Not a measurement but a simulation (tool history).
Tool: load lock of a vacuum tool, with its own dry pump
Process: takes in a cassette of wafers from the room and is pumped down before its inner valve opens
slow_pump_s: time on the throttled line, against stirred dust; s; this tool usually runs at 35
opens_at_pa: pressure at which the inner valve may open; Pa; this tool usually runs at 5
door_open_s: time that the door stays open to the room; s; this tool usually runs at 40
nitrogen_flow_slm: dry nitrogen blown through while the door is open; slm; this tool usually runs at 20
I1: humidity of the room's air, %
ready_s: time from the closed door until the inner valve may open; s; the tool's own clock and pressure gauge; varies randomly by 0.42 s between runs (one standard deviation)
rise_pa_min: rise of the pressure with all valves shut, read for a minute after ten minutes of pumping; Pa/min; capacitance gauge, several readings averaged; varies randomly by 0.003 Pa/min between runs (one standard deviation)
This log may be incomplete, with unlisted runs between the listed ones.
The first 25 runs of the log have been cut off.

Run 26, day 64.583: usual settings but slow_pump_s 56 s, nitrogen_flow_slm 8 slm; I1 42.9. Result: ready_s 77.9 s, rise_pa_min 0.032 Pa/min.
Run 27, day 67.662: usual settings but slow_pump_s 56 s, nitrogen_flow_slm 8 slm; I1 48.2. Result: ready_s 78.7 s, rise_pa_min 0.034 Pa/min.
Run 28, day 70.942: usual settings but slow_pump_s 52 s, opens_at_pa 10 Pa; I1 47.2. Result: ready_s 73.0 s, rise_pa_min 0.028 Pa/min.
Run 29, day 73.600: usual settings but slow_pump_s 58 s, door_open_s 99 s, nitrogen_flow_slm 18 slm; I1 48.5. Result: ready_s 80.9 s, rise_pa_min 0.041 Pa/min.
Run 30, day 76.067: usual settings but slow_pump_s 19 s, opens_at_pa 9 Pa, door_open_s 50 s, nitrogen_flow_slm 37 slm; I1 46.7. Result: ready_s 45.8 s, rise_pa_min 0.030 Pa/min.
Run 31, day 78.600: usual settings but slow_pump_s 22 s; I1 42.1. Result: ready_s 50.2 s, rise_pa_min 0.027 Pa/min.
Run 32, day 80.821: usual settings but slow_pump_s 22 s, opens_at_pa 8 Pa, door_open_s 155 s, nitrogen_flow_slm 14 slm; I1 43.6. Result: ready_s 48.6 s, rise_pa_min 0.053 Pa/min.
Run 33, day 83.433: usual settings but slow_pump_s 22 s, opens_at_pa 8 Pa, door_open_s 155 s, nitrogen_flow_slm 14 slm; I1 43.7. Result: ready_s 49.0 s, rise_pa_min 0.047 Pa/min.
Run 34, day 86.179: usual settings but slow_pump_s 22 s, opens_at_pa 8 Pa, door_open_s 155 s, nitrogen_flow_slm 14 slm; I1 49.2. Result: ready_s 48.6 s, rise_pa_min 0.060 Pa/min.
Run 35, day 89.483: usual settings but slow_pump_s 20 s, opens_at_pa 8 Pa, door_open_s 28 s, nitrogen_flow_slm 9 slm; I1 42.7. Result: ready_s 47.5 s, rise_pa_min 0.030 Pa/min.
Run 36, day 93.588: usual settings but slow_pump_s 20 s, opens_at_pa 8 Pa, door_open_s 28 s, nitrogen_flow_slm 9 slm; I1 45.9. Result: ready_s 47.7 s, rise_pa_min 0.031 Pa/min.

5 options for the next run, each taken on its own from the tool as it stands now. Forecast them:
Run A, day 95.825: usual settings but slow_pump_s 24 s, opens_at_pa 8 Pa, door_open_s 111 s; I1 46.7. Result: ready_s ?, rise_pa_min ?.
Run B, day 95.825: usual settings but slow_pump_s 20 s, opens_at_pa 10 Pa, door_open_s 28 s, nitrogen_flow_slm 19 slm; I1 45.8. Result: ready_s ?, rise_pa_min ?.
Run C, day 95.825: usual settings but slow_pump_s 65 s, opens_at_pa 8 Pa, nitrogen_flow_slm 4 slm; I1 42.2. Result: ready_s ?, rise_pa_min ?.
Run D, day 95.825: usual settings but slow_pump_s 52 s; I1 42.9. Result: ready_s ?, rise_pa_min ?.
Run E, day 95.825: usual settings but door_open_s 75 s; I1 45.5. Result: ready_s ?, rise_pa_min ?.

run  ready_s  rise_pa_min
  A     50.7        0.047
  B     46.4        0.031
  C     84.2        0.042
  D     75.1        0.034
  E     61.4        0.041
The same runs, with their run-to-run variation unchanged, on a tool lacking any hidden condition would have given:
run  ready_s  rise_pa_min
  A     49.5        0.035
  B     45.2        0.019
  C     83.3        0.031
  D     74.0        0.022
  E     60.2        0.030
